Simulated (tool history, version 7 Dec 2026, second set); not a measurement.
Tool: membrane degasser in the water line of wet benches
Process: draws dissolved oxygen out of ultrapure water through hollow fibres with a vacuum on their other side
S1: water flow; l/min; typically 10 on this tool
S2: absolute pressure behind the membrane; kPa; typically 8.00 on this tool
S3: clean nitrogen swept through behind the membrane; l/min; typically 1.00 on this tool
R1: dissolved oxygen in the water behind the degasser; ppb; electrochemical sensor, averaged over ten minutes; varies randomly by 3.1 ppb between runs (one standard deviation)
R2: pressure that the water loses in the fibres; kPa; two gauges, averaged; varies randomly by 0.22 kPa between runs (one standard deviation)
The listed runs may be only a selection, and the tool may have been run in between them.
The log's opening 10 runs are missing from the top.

{"run": 11, "hour": 1490.7, "S1": 10, "S2": 9.97, "S3": 1.0, "R1": 451.1, "R2": 58.46}
{"run": 12, "hour": 1677.9, "S1": 10, "S2": 9.97, "S3": 1.0, "R1": 458.2, "R2": 58.5}
{"run": 13, "hour": 1771.1, "S1": 10, "S2": 10.53, "S3": 1.0, "R1": 468.3, "R2": 58.22}
{"run": 14, "hour": 1881.9, "S1": 10, "S2": 10.53, "S3": 1.0, "R1": 471.6, "R2": 58.48}
{"run": 15, "hour": 2104.0, "S1": 11, "S2": 10.53, "S3": 1.0, "R1": 538.8, "R2": 64.66}
{"run": 16, "hour": 2231.5, "S1": 11, "S2": 6.79, "S3": 1.0, "R1": 446.4, "R2": 64.58}
{"hour": 2289.2, "done": "membrane cartridge changed"}
{"run": 17, "hour": 2384.4, "S1": 11, "S2": 6.79, "S3": 1.0, "R1": 336.8, "R2": 57.81}
{"run": 18, "hour": 2511.3, "S1": 14, "S2": 6.79, "S3": 1.01, "R1": 465.8, "R2": 73.2}
{"hour": 2678.1, "done": "seals of the vacuum lines changed"}
{"run": 19, "hour": 2740.9, "S1": 10, "S2": 8.0, "S3": 1.39, "R1": 293.7, "R2": 52.82}
{"run": 20, "hour": 2970.0, "S1": 10, "S2": 8.0, "S3": 0.99, "R1": 331.0, "R2": 52.86}
{"run": 21, "hour": 3180.1, "S1": 10, "S2": 15.45, "S3": 0.53, "R1": 696.6, "R2": 53.04}
{"run": 22, "hour": 3368.2, "S1": 14, "S2": 7.04, "S3": 1.73, "R1": 436.1, "R2": 74.44}
{"run": 23, "hour": 3520.8, "S1": 15, "S2": 6.35, "S3": 2.56, "R1": 453.6, "R2": 79.74}
{"run": 24, "hour": 3619.5, "S1": 10, "S2": 13.55, "S3": 1.07, "R1": 443.0, "R2": 53.42}
{"run": 25, "hour": 3722.2, "S1": 10, "S2": 13.55, "S3": 1.07, "R1": 437.1, "R2": 53.73}
{"run": 26, "hour": 3923.5, "S1": 10, "S2": 16.28, "S3": 1.82, "R1": 396.4, "R2": 53.66}
{"run": 27, "hour": 4116.6, "S1": 16, "S2": 16.28, "S3": 1.82, "R1": 693.6, "R2": 85.68}
{"run": 28, "hour": 4341.3, "S1": 16, "S2": 16.28, "S3": 1.82, "R1": 706.4, "R2": 85.94}
{"run": 29, "hour": 4440.1, "S1": 6, "S2": 16.28, "S3": 1.82, "R1": 202.0, "R2": 32.58}
{"run": 30, "hour": 4543.7, "S1": 6, "S2": 16.28, "S3": 1.82, "R1": 201.9, "R2": 32.69}
{"run": 31, "hour": 4690.8, "S1": 10, "S2": 7.11, "S3": 0.73, "R1": 368.9, "R2": 54.28}
{"run": 32, "hour": 4848.8, "S1": 10, "S2": 7.11, "S3": 0.44, "R1": 437.1, "R2": 54.2}

What if the next run were any one of these 4? Each begins from the tool's condition after run 32:
{"hour": 4904.8, "done": "vacuum gauge calibrated"}
{"run": "A", "hour": 5035.0, "S1": 10, "S2": 6.24, "S3": 0.58, "R1": "?", "R2": "?"}
{"hour": 4904.8, "done": "vacuum gauge calibrated"}
{"run": "B", "hour": 5035.0, "S1": 12, "S2": 6.14, "S3": 1.98, "R1": "?", "R2": "?"}
{"hour": 4904.8, "done": "vacuum gauge calibrated"}
{"run": "C", "hour": 5035.0, "S1": 11, "S2": 7.11, "S3": 0.44, "R1": "?", "R2": "?"}
{"hour": 4904.8, "done": "vacuum gauge calibrated"}
{"run": "D", "hour": 5035.0, "S1": 10, "S2": 8.0, "S3": 0.42, "R1": "?", "R2": "?"}

run=A R1=342.4 R2=54.28
run=B R1=344.4 R2=64.95
run=C R1=477.8 R2=59.46
run=D R1=459.0 R2=54.44
Without the tool's hidden state the same runs would have given:
run=A R1=312.3 R2=52.17
run=B R1=306.9 R2=62.42
run=C R1=444.0 R2=57.14
run=D R1=429.7 R2=52.32
